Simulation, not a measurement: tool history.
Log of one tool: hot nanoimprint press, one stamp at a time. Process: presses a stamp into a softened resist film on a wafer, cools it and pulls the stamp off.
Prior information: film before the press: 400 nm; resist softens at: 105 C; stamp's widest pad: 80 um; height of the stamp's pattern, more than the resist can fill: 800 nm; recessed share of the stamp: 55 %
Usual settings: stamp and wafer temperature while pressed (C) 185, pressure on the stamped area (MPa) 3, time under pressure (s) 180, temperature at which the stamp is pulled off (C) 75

run	hour	stamp and wafer temperature while pressed (C)	pressure on the stamped area (MPa)	time under pressure (s)	temperature at which the stamp is pulled off (C)	resist left under the stamp's widest pad (angstrom)	greatest force while the stamp is pulled off (N)
1	0	185	3	180	75	2169	203
2	4.6	178	3	180	75	2822	206
3	12.6	178	3	173	75	2847	202
4	22.9	178	3	173	61	2847	221
5	33.5	178	3	173	61	2827	217
6	42.5	178	3	173	61	2868	219
7	54	185	3	307	75	1792	209
8	59.9	185	2.48	307	75	1934	202
9	68.6	185	2.48	307	75	1950	202
10	79.5	185	2.48	307	75	1950	196
11	84.2	185	3	206	75	2093	205
12	94.8	185	3	93	75	2701	195
13	104.7	185	3	93	75	2684	201
14	110.9	185	3	93	75	2706	208
15	116.5	185	3	93	75	2703	204
# hour 126.3: stamp cleaned and given a new release coat
16	130.2	185	3	93	75	2680	201
17	135.8	195	3	210	75	1348	196
18	144.9	195	3	210	75	1332	201
19	153.5	195	3	210	75	1354	203
20	161.4	195	3	210	75	1335	202
21	171.7	193	2.77	210	75	1543	201
22	178.6	193	2.77	210	75	1531	204
23	183.3	193	2.77	180	67	1633	215
24	188.2	197	2.59	340	64	1082	214
25	196.8	197	2.59	259	66	1212	215
26	201.5	189	4.65	127	75	1784	202
27	207.7	189	4.65	127	75	1784	203
28	215.2	185	1.8	180	75	2652	199
29	223.4	187	1.8	180	69	2475	209
30	231.4	185	3	351	77	1742	196
31	242.3	174	3.69	90	69	3502	209

Below, each run's measurement less what the same run would have read without the hidden state. Both values contain the same run-to-run variation, but the gauge's scatter may not be the same in both:
Hidden state at play: true temperature over the reading, C; pressure that arrives at the usual setting, %; grip of the stamp's worn release coat, % over a new coat's; drift of the gauge itself on residual_nm, %; drift of the gauge itself on pull_off_n, %.
run	resist left under the stamp's widest pad (angstrom)
1	+0
2	+1
3	+3
4	+6
5	+9
6	+11
7	+9
8	+12
9	+13
10	+15
11	+17
12	+25
13	+27
14	+29
15	+30
16	+33
17	+17
18	+18
19	+20
20	+20
21	+25
22	+25
23	+28
24	+19
25	+23
26	+33
27	+35
28	+54
29	+51
30	+38
31	+80
greatest force while the stamp is pulled off (N): at most 2 away from the measurement, every run.
